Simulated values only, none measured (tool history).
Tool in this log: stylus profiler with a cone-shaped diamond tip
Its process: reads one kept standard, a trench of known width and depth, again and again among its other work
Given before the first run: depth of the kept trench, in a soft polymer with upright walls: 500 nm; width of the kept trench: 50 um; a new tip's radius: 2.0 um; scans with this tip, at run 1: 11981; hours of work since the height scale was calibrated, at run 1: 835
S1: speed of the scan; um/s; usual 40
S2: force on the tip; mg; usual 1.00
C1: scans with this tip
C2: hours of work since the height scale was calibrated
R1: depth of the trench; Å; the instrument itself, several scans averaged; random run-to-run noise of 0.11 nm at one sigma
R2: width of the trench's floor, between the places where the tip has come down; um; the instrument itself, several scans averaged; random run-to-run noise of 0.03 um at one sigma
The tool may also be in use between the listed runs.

| run | hour | S1 | S2 | C1 | C2 | R1 | R2 |
|---|---|---|---|---|---|---|---|
| 1 | 0.0 | 40 | 1.00 | 11981 | 835 | 5048.5 | 46.46 |
| 2 | 62.8 | 40 | 0.74 | 12365 | 862 | 5044.0 | 46.42 |
| 3 | 116.9 | 104 | 1.00 | 12696 | 885 | 5051.1 | 45.91 |
| 4 | 187.6 | 40 | 1.92 | 13128 | 915 | 5072.2 | 46.49 |
| 5 | 228.4 | 46 | 1.00 | 13378 | 933 | 5049.9 | 46.36 |
| 6 | 292.9 | 40 | 1.00 | 13773 | 960 | 5049.8 | 46.42 |
| 7 | 339.4 | 40 | 1.00 | 14057 | 980 | 5050.7 | 46.36 |
| 8 | 400.1 | 40 | 1.00 | 14429 | 1006 | 5052.2 | 46.34 |
| 9 | 452.8 | 40 | 0.45 | 14751 | 1028 | 5035.7 | 46.15 |
| 10 | 525.2 | 40 | 1.03 | 15193 | 1059 | 5054.5 | 46.30 |
| 11 | 566.1 | 40 | 1.03 | 15444 | 1077 | 5051.3 | 46.24 |
| 12 | 596.7 | 40 | 1.03 | 15631 | 1090 | 5053.3 | 46.29 |
| 13 | 644.3 | 39 | 0.48 | 15922 | 1110 | 5037.6 | 46.14 |
| 14 | 703.0 | 15 | 1.18 | 16281 | 1135 | 5056.1 | 46.47 |
| 15 | 763.0 | 15 | 0.68 | 16648 | 1160 | 5044.5 | 46.41 |
| 16 | 836.4 | 15 | 0.68 | 17097 | 1192 | 5044.5 | 46.39 |
| 17 | 900.6 | 100 | 0.60 | 17490 | 1219 | 5043.0 | 45.48 |
| 18 | 952.1 | 57 | 0.60 | 17804 | 1241 | 5043.9 | 45.92 |
| 19 | 1019.5 | 120 | 0.42 | 18217 | 1270 | 5037.9 | 45.03 |
| 20 | 1083.9 | 44 | 0.42 | 18611 | 1297 | 5038.0 | 45.89 |
| 21 | 1125.6 | 24 | 1.98 | 18866 | 1315 | 5081.2 | 46.35 |
| 22 | 1167.0 | 26 | 0.55 | 19119 | 1333 | 5042.4 | 46.16 |

Some steps in R1 between neighbouring runs. How much of each would the tool show without its hidden state too (settings, what came in, random variation), and how much is left for the hidden state, with any gauge scatter that isn't in both results?
The hidden state here: radius of the tip, um; height scale over the true one, %; drift of the gauge itself on depth_nm, %; drift of the gauge itself on floor_um, %.
Run 9 -> 10: S2 0.45 -> 1.03. R1 +18.8 Å: hidden state +0.6, all else +18.2.
Run 15 -> 16: no setting touched and nothing written in the log between the runs. R1 +0.0 Å: hidden state +0.5, all else -0.5.
Run 20 -> 21: S1 44 -> 24, S2 0.42 -> 1.98. R1 +43.2 Å: hidden state +0.3, all else +42.9.
Run 21 -> 22: S1 24 -> 26, S2 1.98 -> 0.55. R1 -38.8 Å: hidden state +0.1, all else -38.9.
